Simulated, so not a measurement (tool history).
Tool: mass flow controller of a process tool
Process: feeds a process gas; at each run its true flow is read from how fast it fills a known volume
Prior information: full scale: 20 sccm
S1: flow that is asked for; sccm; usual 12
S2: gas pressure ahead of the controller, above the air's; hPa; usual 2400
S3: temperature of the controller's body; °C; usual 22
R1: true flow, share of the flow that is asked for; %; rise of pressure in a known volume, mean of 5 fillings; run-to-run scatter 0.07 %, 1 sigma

run 1 hour=0 | S1=12 S2=2400 S3=22 | R1=98.43
run 2 hour=421.3 | S1=10 S2=2400 S3=22 | R1=98.37
run 3 hour=868.8 | S1=10 S2=2400 S3=22 | R1=98.48
run 4 hour=1426 | S1=12 S2=2400 S3=22 | R1=98.67
run 5 hour=1770.7 | S1=14 S2=2400 S3=22 | R1=98.96
run 6 hour=2134.6 | S1=12 S2=2400 S3=22 | R1=98.8
run 7 hour=2577.4 | S1=12 S2=2400 S3=22 | R1=98.77
run 8 hour=3128.9 | S1=12 S2=1540 S3=22 | R1=99.31
run 9 hour=3514.3 | S1=12 S2=1540 S3=22 | R1=99.33
run 10 hour=3842.8 | S1=12 S2=1540 S3=22 | R1=99.45
run 11 hour=4194.8 | S1=12 S2=2400 S3=22 | R1=98.95
run 12 hour=4535.8 | S1=12 S2=2400 S3=22 | R1=99.03
run 13 hour=5082.4 | S1=12 S2=2400 S3=22 | R1=99.21
run 14 hour=5368.1 | S1=12 S2=2400 S3=22 | R1=99.2
run 15 hour=5884.4 | S1=12 S2=2400 S3=22 | R1=99.23
run 16 hour=6396.5 | S1=12 S2=2400 S3=22 | R1=99.46
-- hour=6627.3 controller's zero set anew
run 17 hour=6733.2 | S1=12 S2=2400 S3=22 | R1=99.42
run 18 hour=7084.3 | S1=12 S2=2400 S3=22 | R1=99.54
run 19 hour=7372.9 | S1=20 S2=2400 S3=22 | R1=100.43
run 20 hour=7826.5 | S1=20 S2=2400 S3=22 | R1=100.52
run 21 hour=8315.2 | S1=20 S2=2400 S3=22 | R1=100.64
run 22 hour=8757.2 | S1=20 S2=2400 S3=22 | R1=100.7
run 23 hour=9120.5 | S1=20 S2=2400 S3=22 | R1=100.6
run 24 hour=9595.9 | S1=4 S2=2470 S3=37 | R1=100.13
run 25 hour=9919 | S1=4 S2=2470 S3=25 | R1=99.13
run 26 hour=10412.1 | S1=4 S2=1430 S3=20 | R1=99.21
-- hour=10496.5 controller exchanged for a calibrated one
run 27 hour=10810.6 | S1=4 S2=1430 S3=20 | R1=99.36
run 28 hour=11106.4 | S1=4 S2=1430 S3=20 | R1=99.33
run 29 hour=11554.4 | S1=4 S2=2610 S3=28 | R1=99.59
run 30 hour=11949 | S1=12 S2=2730 S3=20 | R1=99.66
run 31 hour=12250.6 | S1=14 S2=1720 S3=22 | R1=100.72
run 32 hour=12744.2 | S1=17 S2=1460 S3=21 | R1=101.41
run 33 hour=13305.6 | S1=17 S2=1460 S3=23 | R1=101.54
run 34 hour=13877.5 | S1=9 S2=1640 S3=23 | R1=100.5
run 35 hour=14173.7 | S1=17 S2=1970 S3=25 | R1=101.45
run 36 hour=14496.8 | S1=17 S2=1970 S3=25 | R1=101.66
run 37 hour=14814.4 | S1=7 S2=2250 S3=22 | R1=99.89
run 38 hour=15055.7 | S1=6 S2=2500 S3=22 | R1=99.67
run 39 hour=15345.7 | S1=7 S2=1440 S3=23 | R1=100.62
run 40 hour=15581.1 | S1=4 S2=2380 S3=22 | R1=99.55
run 41 hour=15934.2 | S1=4 S2=2030 S3=23 | R1=99.95
run 42 hour=16361.9 | S1=7 S2=2400 S3=22 | R1=99.99
run 43 hour=16819.7 | S1=7 S2=2400 S3=22 | R1=100.09
-- hour=17060.3 gauge calibrated
run 44 hour=17347.7 | S1=5 S2=1720 S3=22 | R1=98.08
run 45 hour=17713.1 | S1=4 S2=2260 S3=35 | R1=98.93

Subtracting, for every run, the result it would have given without the tool's unlogged condition from the measured result gives the following. The same run-to-run variation enters both numbers; the gauge's scatter may not:
Hidden conditions of the tool in this case: flow at rest that the sensor doesn't see, % of full scale; true flow over the shown one, %; drift of the gauge itself on true_pct, %.
run=1 R1=+0
run=2 R1=+0.06
run=3 R1=+0.12
run=4 R1=+0.2
run=5 R1=+0.25
run=6 R1=+0.29
run=7 R1=+0.35
run=8 R1=+0.43
run=9 R1=+0.48
run=10 R1=+0.52
run=11 R1=+0.57
run=12 R1=+0.62
run=13 R1=+0.7
run=14 R1=+0.73
run=15 R1=+0.8
run=16 R1=+0.87
run=17 R1=+0.91
run=18 R1=+0.96
run=19 R1=+1.01
run=20 R1=+1.06
run=21 R1=+1.13
run=22 R1=+1.19
run=23 R1=+1.24
run=24 R1=+1.31
run=25 R1=+1.34
run=26 R1=+1.4
run=27 R1=+1.46
run=28 R1=+1.5
run=29 R1=+1.56
run=30 R1=+1.62
run=31 R1=+1.67
run=32 R1=+1.75
run=33 R1=+1.83
run=34 R1=+1.89
run=35 R1=+1.95
run=36 R1=+1.99
run=37 R1=+2
run=38 R1=+2.03
run=39 R1=+2.09
run=40 R1=+2.1
run=41 R1=+2.16
run=42 R1=+2.21
run=43 R1=+2.28
run=44 R1=+0.04
run=45 R1=+0.1
